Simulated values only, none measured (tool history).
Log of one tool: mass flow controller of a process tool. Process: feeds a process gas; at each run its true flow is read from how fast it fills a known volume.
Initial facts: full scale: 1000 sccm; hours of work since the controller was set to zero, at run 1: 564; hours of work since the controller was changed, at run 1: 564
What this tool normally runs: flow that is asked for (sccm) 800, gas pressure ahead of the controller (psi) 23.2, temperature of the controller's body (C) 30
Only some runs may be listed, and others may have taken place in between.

| run | hour | flow that is asked for (sccm) | gas pressure ahead of the controller (psi) | temperature of the controller's body (C) | hours of work since the controller was set to zero | hours of work since the controller was changed | true flow (%) |
|---|---|---|---|---|---|---|---|
| 1 | 0 | 800 | 23.2 | 30 | 564 | 564 | 99.69 |
| 2 | 178.6 | 800 | 23.2 | 30 | 636 | 636 | 99.86 |
| 3 | 297.6 | 800 | 23.2 | 30 | 685 | 685 | 100.02 |
| 4 | 493.8 | 800 | 23.2 | 30 | 764 | 764 | 99.84 |
| 5 | 640.2 | 102 | 23.2 | 30 | 823 | 823 | 99.03 |
| 6 | 853 | 800 | 24.1 | 30 | 910 | 910 | 99.94 |
| 7 | 968.9 | 800 | 23.2 | 28 | 957 | 957 | 100.24 |
| 8 | 1182.7 | 800 | 37.6 | 30 | 1043 | 1043 | 99.62 |
| 9 | 1294.5 | 800 | 37.6 | 30 | 1089 | 1089 | 99.6 |
| 10 | 1515.6 | 800 | 23.2 | 29 | 1178 | 1178 | 100.44 |
| 11 | 1625.4 | 800 | 23.2 | 30 | 1223 | 1223 | 100.34 |
| 12 | 1801 | 800 | 33.5 | 30 | 1294 | 1294 | 100.03 |
| 13 | 2042.6 | 148 | 23.2 | 30 | 1392 | 1392 | 99.63 |
| 14 | 2168.4 | 148 | 23.2 | 30 | 1443 | 1443 | 99.69 |
| 15 | 2279.2 | 148 | 23.2 | 30 | 1487 | 1487 | 99.76 |
| 16 | 2523.3 | 148 | 23.2 | 30 | 1586 | 1586 | 99.64 |
| 17 | 2700.7 | 800 | 23.2 | 40 | 1658 | 1658 | 100.3 |
| 18 | 2906.9 | 800 | 23.2 | 40 | 1742 | 1742 | 100.36 |
| 19 | 3096.9 | 800 | 23.2 | 40 | 1819 | 1819 | 100.49 |
| 20 | 3326.5 | 966 | 38.9 | 34 | 1912 | 1912 | 100.3 |
| 21 | 3447.8 | 966 | 38.9 | 35 | 1961 | 1961 | 100.32 |
| 22 | 3659.3 | 966 | 38.9 | 35 | 2047 | 2047 | 100.4 |
| 23 | 3877.6 | 800 | 34.2 | 20 | 2135 | 2135 | 101.14 |
| 24 | 4112.1 | 800 | 27.3 | 23 | 2230 | 2230 | 101.47 |
| 25 | 4297.9 | 800 | 25.8 | 32 | 2305 | 2305 | 101.19 |
| 26 | 4514.1 | 110 | 25.8 | 32 | 2393 | 2393 | 100.18 |
| 27 | 4623.2 | 653 | 37.3 | 22 | 2437 | 2437 | 101.06 |
| 28 | 4759.6 | 105 | 28.7 | 33 | 2492 | 2492 | 100.22 |
| 29 | 4890.1 | 601 | 34.4 | 27 | 2545 | 2545 | 101.07 |
| 30 | 5001.3 | 800 | 27.8 | 38 | 2590 | 2590 | 101.06 |
| 31 | 5152.2 | 387 | 27.8 | 38 | 2651 | 2651 | 100.6 |
| 32 | 5327.5 | 387 | 27.8 | 38 | 2722 | 2722 | 100.64 |
| 33 | 5440 | 387 | 27.8 | 38 | 2768 | 2768 | 100.64 |
| 34 | 5646.6 | 800 | 36.5 | 23 | 2852 | 2852 | 101.51 |
|  | 5707.4 | gauge calibrated |
| 35 | 5812.9 | 197 | 23.2 | 26 | 2919 | 2919 | 99.14 |
| 36 | 5971.7 | 168 | 28 | 30 | 2983 | 2983 | 98.84 |
| 37 | 6180.8 | 437 | 30.3 | 32 | 3068 | 3068 | 98.98 |
| 38 | 6345.7 | 437 | 23.9 | 30 | 3135 | 3135 | 99.34 |

Below are 5 alternative next runs, each starting from the tool's condition after run 38. Predict each:
| A | 6548.8 | 855 | 24.4 | 22 | 3217 | 3217 | ? |
| B | 6548.8 | 142 | 39.9 | 30 | 3217 | 3217 | ? |
| C | 6548.8 | 728 | 34.4 | 30 | 3217 | 3217 | ? |
| D | 6548.8 | 124 | 23.9 | 30 | 3217 | 3217 | ? |
| E | 6548.8 | 324 | 34.1 | 25 | 3217 | 3217 | ? |

| run | true flow (%) |
|---|---|
| A | 100.57 |
| B | 98.48 |
| C | 99.54 |
| D | 99.08 |
| E | 99.26 |
What these runs would have given with no unlogged condition in the tool:
| run | true flow (%) |
|---|---|
| A | 100.26 |
| B | 98.19 |
| C | 99.23 |
| D | 98.8 |
| E | 98.96 |

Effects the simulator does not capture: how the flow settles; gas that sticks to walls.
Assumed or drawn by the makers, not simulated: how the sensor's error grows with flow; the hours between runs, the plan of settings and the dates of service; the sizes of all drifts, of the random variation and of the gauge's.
